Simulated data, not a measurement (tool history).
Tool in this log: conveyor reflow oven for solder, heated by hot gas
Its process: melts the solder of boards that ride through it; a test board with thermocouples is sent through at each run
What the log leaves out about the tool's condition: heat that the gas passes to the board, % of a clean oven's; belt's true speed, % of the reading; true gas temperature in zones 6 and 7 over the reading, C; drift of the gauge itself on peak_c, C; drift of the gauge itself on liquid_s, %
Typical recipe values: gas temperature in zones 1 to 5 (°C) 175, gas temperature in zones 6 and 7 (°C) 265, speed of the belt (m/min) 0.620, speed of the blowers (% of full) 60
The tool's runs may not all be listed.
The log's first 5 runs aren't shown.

run,hour,gas temperature in zones 1 to 5 (°C),gas temperature in zones 6 and 7 (°C),speed of the belt (m/min),speed of the blowers (% of full),hours of work since the flux was cleaned out,hours of work since the belt drive was overhauled,hours of work since the thermocouples were changed,highest temperature of the board (°C),time above the solder's melting point (s)
6,119.5,175,254,0.620,60,38,674,846,240.3,48.90
# hour 126.4: flux residue cleaned out of gas plates and filters, once more
7,151.5,175,254,0.620,60,15,690,862,241.3,50.78
8,166.4,175,254,0.620,79,24,699,871,244.3,54.91
9,187.3,175,254,0.620,79,36,711,883,244.3,54.99
10,215.4,175,254,0.620,79,53,728,900,244.4,54.86
11,238.5,175,265,0.620,68,67,742,914,252.5,60.27
12,262.8,175,265,0.620,67,82,756,929,252.4,60.11
13,289.2,175,271,0.620,60,97,772,944,256.3,62.38
14,307.7,175,277,0.620,60,108,783,955,261.9,65.47
15,329.3,175,277,0.620,60,121,796,968,262.0,65.47
16,349.8,175,277,0.620,60,134,808,981,261.5,65.51
# hour 362.4: thermocouples of zones 6 and 7 changed
17,366.4,160,271,0.620,60,142,817,2,254.5,56.04
18,392.1,175,265,0.620,54,158,832,18,250.0,57.35
19,414.4,182,266,0.620,54,171,846,31,252.2,61.86

Expected results for the next run?
20,445.5,175,265,0.657,60,190,864,50,?,?

highest temperature of the board (°C): 249.4
time above the solder's melting point (s): 53.57
On a tool with no hidden condition, and with the same random variation, this run would have come out at highest temperature of the board (°C) 250.4, time above the solder's melting point (s) 54.07.
